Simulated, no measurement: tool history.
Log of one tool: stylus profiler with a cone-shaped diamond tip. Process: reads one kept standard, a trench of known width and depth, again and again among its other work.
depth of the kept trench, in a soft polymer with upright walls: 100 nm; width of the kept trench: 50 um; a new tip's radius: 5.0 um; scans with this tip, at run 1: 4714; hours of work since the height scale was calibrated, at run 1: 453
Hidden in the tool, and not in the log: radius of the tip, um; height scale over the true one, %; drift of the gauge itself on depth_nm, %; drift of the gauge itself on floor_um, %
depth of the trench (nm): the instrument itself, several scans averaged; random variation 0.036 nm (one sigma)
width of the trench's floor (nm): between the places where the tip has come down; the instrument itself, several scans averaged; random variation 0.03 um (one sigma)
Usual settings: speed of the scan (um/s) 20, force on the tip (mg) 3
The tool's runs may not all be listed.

run     day  speed of the scan (um/s)  force on the tip (mg)  scans with this tip  hours of work since the height scale was calibrated  depth of the trench (nm)  width of the trench's floor (nm)
  1       0                        20                      3                 4714                                                  453                    101.05                             47260
  2   2.717                        20                      3                 5004                                                  481                    101.05                             47190
  3     4.4                        20                      3                 5184                                                  498                    101.09                             47210
  4   6.496                        20                   4.57                 5408                                                  520                    101.33                             47160
  5   7.925                        20                   4.57                 5561                                                  535                     101.3                             47180
  6  10.362                        20                   1.35                 5821                                                  560                    100.58                             47110
  7  11.888                        16                   1.35                 5984                                                  575                    100.66                             47100
  8  13.071                        20                      3                 6111                                                  588                    101.11                             47120
  9  15.292                        20                      3                 6348                                                  610                    101.02                             47070
 10  17.062                        20                      3                 6537                                                  629                    101.04                             47000
 11  18.912                        20                    1.1                 6735                                                  648                    100.53                             46960
 12  21.133                        35                   8.34                 6972                                                  670                    102.07                             47020
 13  23.612                        35                   8.34                 7237                                                  696                    102.07                             47000
 14  25.846                        20                   3.59                 7476                                                  719                    101.16                             46950
 15  27.562                        20                   7.98                 7659                                                  736                       102                             46970
 16   29.65                        20                   7.98                 7882                                                  758                    101.95                             46920
 17  32.125                        25                   3.66                 8147                                                  783                    101.23                             46870
 18  34.067                        18                   3.86                 8354                                                  803                    101.19                             46800
 19  35.362                        20                   5.26                 8493                                                  817                    101.52                             46820

Hidden state or all else? Some run-to-run changes of depth of the trench (nm), split into what the settings, what came in and random variation would give without the hidden state, and what is left for the hidden state (with any gauge scatter that isn't in both results):
Run 4 -> 5: no setting changed, nothing entered. depth of the trench (nm) -0.03: hidden state +0.01, all else -0.04.
Run 11 -> 12: speed of the scan (um/s) 20 -> 35, force on the tip (mg) 1.1 -> 8.34. depth of the trench (nm) +1.54: hidden state +0, all else +1.54.

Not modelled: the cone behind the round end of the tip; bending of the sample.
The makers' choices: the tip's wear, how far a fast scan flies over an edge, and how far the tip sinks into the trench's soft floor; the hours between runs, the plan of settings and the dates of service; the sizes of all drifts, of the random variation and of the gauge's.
